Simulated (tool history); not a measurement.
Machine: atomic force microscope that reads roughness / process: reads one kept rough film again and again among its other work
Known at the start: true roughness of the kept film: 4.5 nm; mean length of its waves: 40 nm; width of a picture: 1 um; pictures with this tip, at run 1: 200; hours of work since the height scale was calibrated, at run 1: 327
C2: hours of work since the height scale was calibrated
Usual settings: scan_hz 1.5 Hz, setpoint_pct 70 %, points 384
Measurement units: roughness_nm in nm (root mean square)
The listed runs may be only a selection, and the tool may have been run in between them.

Run 1, hour 0: usual settings; pictures with this tip 200; C2 327. Result: roughness_nm 2.801 nm (root mean square).
Run 2, hour 26.3: usual settings; pictures with this tip 243; C2 343. Result: roughness_nm 2.66 nm (root mean square).
At hour 34.3: new tip fitted.
Run 3, hour 69.1: usual settings; pictures with this tip 57; C2 369. Result: roughness_nm 3.476 nm (root mean square).
Run 4, hour 106.7: usual settings but setpoint_pct 71 %; pictures with this tip 118; C2 393. Result: roughness_nm 3.19 nm (root mean square).
Run 5, hour 159.1: usual settings; pictures with this tip 204; C2 426. Result: roughness_nm 2.884 nm (root mean square).
Run 6, hour 188.9: usual settings but setpoint_pct 82 %; pictures with this tip 253; C2 444. Result: roughness_nm 2.571 nm (root mean square).
At hour 192.9: new tip fitted.
Run 7, hour 216: usual settings but setpoint_pct 82 %; pictures with this tip 38; C2 461. Result: roughness_nm 3.37 nm (root mean square).
Run 8, hour 256.1: usual settings but setpoint_pct 82 %; pictures with this tip 104; C2 486. Result: roughness_nm 3.072 nm (root mean square).
Run 9, hour 287.3: usual settings but points 468; pictures with this tip 155; C2 505. Result: roughness_nm 3.037 nm (root mean square).
Run 10, hour 327.8: usual settings; pictures with this tip 221; C2 531. Result: roughness_nm 2.783 nm (root mean square).
At hour 350.7: new tip fitted.
Run 11, hour 378.2: usual settings; pictures with this tip 45; C2 562. Result: roughness_nm 3.477 nm (root mean square).
Run 12, hour 417.3: usual settings; pictures with this tip 109; C2 586. Result: roughness_nm 3.173 nm (root mean square).
Run 13, hour 473.7: usual settings; pictures with this tip 202; C2 621. Result: roughness_nm 2.831 nm (root mean square).
At hour 507.3: new tip fitted.
Run 14, hour 531.2: usual settings; pictures with this tip 39; C2 657. Result: roughness_nm 3.527 nm (root mean square).
Run 15, hour 574.1: usual settings; pictures with this tip 109; C2 683. Result: roughness_nm 3.21 nm (root mean square).
Run 16, hour 613: usual settings but setpoint_pct 55 %, points 770; pictures with this tip 173; C2 708. Result: roughness_nm 3.07 nm (root mean square).
At hour 664: new tip fitted.
Run 17, hour 668.5: usual settings but setpoint_pct 55 %, points 770; pictures with this tip 7; C2 742. Result: roughness_nm 3.821 nm (root mean square).
Run 18, hour 716.7: usual settings but setpoint_pct 55 %, points 770; pictures with this tip 86; C2 772. Result: roughness_nm 3.399 nm (root mean square).
Run 19, hour 771.6: usual settings but scan_hz 0.53 Hz, setpoint_pct 58 %, points 531; pictures with this tip 176; C2 806. Result: roughness_nm 3.07 nm (root mean square).
Run 20, hour 802.8: usual settings but scan_hz 0.53 Hz, setpoint_pct 58 %, points 531; pictures with this tip 228; C2 826. Result: roughness_nm 2.897 nm (root mean square).
At hour 824.3: new tip fitted.
Run 21, hour 836.3: usual settings but scan_hz 2.52 Hz, setpoint_pct 58 %, points 486; pictures with this tip 20; C2 846. Result: roughness_nm 3.63 nm (root mean square).
Run 22, hour 860.8: usual settings but scan_hz 2.52 Hz, setpoint_pct 58 %, points 486; pictures with this tip 60; C2 862. Result: roughness_nm 3.442 nm (root mean square).
Run 23, hour 895.4: usual settings but scan_hz 0.95 Hz, setpoint_pct 82 %, points 312; pictures with this tip 117; C2 883. Result: roughness_nm 3.12 nm (root mean square).
Run 24, hour 923.1: usual settings but scan_hz 0.95 Hz, setpoint_pct 74 %, points 646; pictures with this tip 162; C2 901. Result: roughness_nm 3.027 nm (root mean square).
Run 25, hour 955.7: usual settings but scan_hz 2.57 Hz, setpoint_pct 66 %, points 592; pictures with this tip 215; C2 921. Result: roughness_nm 2.749 nm (root mean square).
At hour 982.5: new tip fitted.
Run 26, hour 991: usual settings but scan_hz 0.54 Hz, setpoint_pct 76 %, points 587; pictures with this tip 13; C2 943. Result: roughness_nm 3.765 nm (root mean square).
Run 27, hour 1038.5: usual settings but scan_hz 0.54 Hz, setpoint_pct 76 %, points 587; pictures with this tip 91; C2 972. Result: roughness_nm 3.34 nm (root mean square).
Run 28, hour 1062.7: usual settings but scan_hz 1.23 Hz, setpoint_pct 59 %, points 402; pictures with this tip 131; C2 987. Result: roughness_nm 3.173 nm (root mean square).
Run 29, hour 1108.8: usual settings but scan_hz 1.23 Hz, setpoint_pct 59 %, points 402; pictures with this tip 207; C2 1016. Result: roughness_nm 2.903 nm (root mean square).
At hour 1138.9: new tip fitted.
Run 30, hour 1153.5: usual settings but scan_hz 1.46 Hz, setpoint_pct 66 %, points 353; pictures with this tip 24; C2 1044. Result: roughness_nm 3.619 nm (root mean square).

Below are 5 alternative next runs, each starting from the tool's condition after run 30. Predict each:
Run A, hour 1208.7: usual settings but scan_hz 0.89 Hz, setpoint_pct 83 %, points 733; pictures with this tip 115; C2 1078. Result: roughness_nm ?.
Run B, hour 1208.7: usual settings but scan_hz 3.28 Hz, setpoint_pct 80 %, points 316; pictures with this tip 115; C2 1078. Result: roughness_nm ?.
Run C, hour 1208.7: usual settings but scan_hz 2.89 Hz, setpoint_pct 79 %, points 423; pictures with this tip 115; C2 1078. Result: roughness_nm ?.
Run D, hour 1208.7: usual settings but scan_hz 1.13 Hz, setpoint_pct 66 %, points 984; pictures with this tip 115; C2 1078. Result: roughness_nm ?.
Run E, hour 1208.7: usual settings but scan_hz 1.64 Hz, setpoint_pct 66 %, points 353; pictures with this tip 115; C2 1078. Result: roughness_nm ?.

run  roughness_nm
  A         3.104
  B         2.699
  C         2.784
  D         3.244
  E         3.129
With the hidden condition removed and each run's random variation left untouched, the same runs would have given:
run  roughness_nm
  A         3.752
  B         3.263
  C         3.364
  D         3.921
  E         3.783

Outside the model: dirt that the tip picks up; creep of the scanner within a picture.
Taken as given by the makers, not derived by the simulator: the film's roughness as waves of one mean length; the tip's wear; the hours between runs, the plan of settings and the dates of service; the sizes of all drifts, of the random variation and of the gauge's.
